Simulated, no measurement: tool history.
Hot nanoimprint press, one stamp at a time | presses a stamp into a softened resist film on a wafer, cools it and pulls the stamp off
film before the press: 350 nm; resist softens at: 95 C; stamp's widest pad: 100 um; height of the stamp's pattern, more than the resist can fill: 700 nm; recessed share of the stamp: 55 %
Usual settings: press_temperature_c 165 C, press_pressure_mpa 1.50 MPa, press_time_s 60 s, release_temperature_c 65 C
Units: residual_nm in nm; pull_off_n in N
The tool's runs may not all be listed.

Run 1, day 0.000: usual settings. Result: residual_nm 132.3 nm, pull_off_n 240 N.
Run 2, day 0.312: usual settings. Result: residual_nm 132.4 nm, pull_off_n 245 N.
Run 3, day 0.729: usual settings. Result: residual_nm 132.4 nm, pull_off_n 244 N.
Run 4, day 1.367: usual settings. Result: residual_nm 132.9 nm, pull_off_n 244 N.
Run 5, day 1.950: usual settings. Result: residual_nm 132.2 nm, pull_off_n 246 N.
Run 6, day 2.479: usual settings but press_pressure_mpa 1.65 MPa. Result: residual_nm 126.8 nm, pull_off_n 247 N.
At day 2.638: plate thermocouple calibrated.
Run 7, day 3.242: usual settings. Result: residual_nm 133.3 nm, pull_off_n 250 N.
Run 8, day 3.746: usual settings but release_temperature_c 70 C. Result: residual_nm 133.0 nm, pull_off_n 231 N.
Run 9, day 4.025: usual settings but press_temperature_c 169 C, press_pressure_mpa 1.80 MPa, press_time_s 72 s, release_temperature_c 72 C. Result: residual_nm 95.8 nm, pull_off_n 224 N.
Run 10, day 4.396: usual settings but press_temperature_c 160 C, press_pressure_mpa 1.80 MPa, press_time_s 55 s, release_temperature_c 72 C. Result: residual_nm 155.5 nm, pull_off_n 222 N.

The next listed run, before its measurement:
Run 11, day 4.862: usual settings but press_pressure_mpa 1.54 MPa. Result: residual_nm ?, pull_off_n ?.

Run 11 gave residual_nm 131.0 nm, pull_off_n 249 N.
Without the tool's hidden state the same run would have given residual_nm 128.8 nm, pull_off_n 202 N.
